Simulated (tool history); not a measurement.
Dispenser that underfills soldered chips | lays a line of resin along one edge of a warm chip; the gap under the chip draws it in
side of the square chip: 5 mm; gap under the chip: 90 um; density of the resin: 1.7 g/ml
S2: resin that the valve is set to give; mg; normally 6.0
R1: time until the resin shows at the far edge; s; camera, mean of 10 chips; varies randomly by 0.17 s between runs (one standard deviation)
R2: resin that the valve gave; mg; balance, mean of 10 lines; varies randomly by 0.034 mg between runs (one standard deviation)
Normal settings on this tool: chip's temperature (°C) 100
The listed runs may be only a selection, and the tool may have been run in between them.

{"run": 1, "hour": 0.0, "chip's temperature (°C)": 100, "S2": 6.0, "R1": 5.8, "R2": 5.5}
{"run": 2, "hour": 9.6, "chip's temperature (°C)": 100, "S2": 6.0, "R1": 7.2, "R2": 5.48}
{"hour": 13.9, "done": "new syringe of resin"}
{"run": 3, "hour": 18.3, "chip's temperature (°C)": 100, "S2": 6.0, "R1": 5.4, "R2": 5.46}
{"run": 4, "hour": 28.2, "chip's temperature (°C)": 100, "S2": 6.0, "R1": 7.5, "R2": 5.47}
{"hour": 29.9, "done": "new syringe of resin"}
{"run": 5, "hour": 38.2, "chip's temperature (°C)": 100, "S2": 6.0, "R1": 7.0, "R2": 5.41}
{"run": 6, "hour": 44.9, "chip's temperature (°C)": 90, "S2": 6.0, "R1": 11.8, "R2": 5.33}

The next listed run, before its measurement:
{"hour": 45.9, "done": "new syringe of resin"}
{"run": 7, "hour": 51.0, "chip's temperature (°C)": 93, "S2": 6.2, "R1": "?", "R2": "?"}

Logged for run 7: R1 8.0 s, R2 5.56 mg.
Without the tool's hidden state the same run would have given R1 7.0 s, R2 6.23 mg.
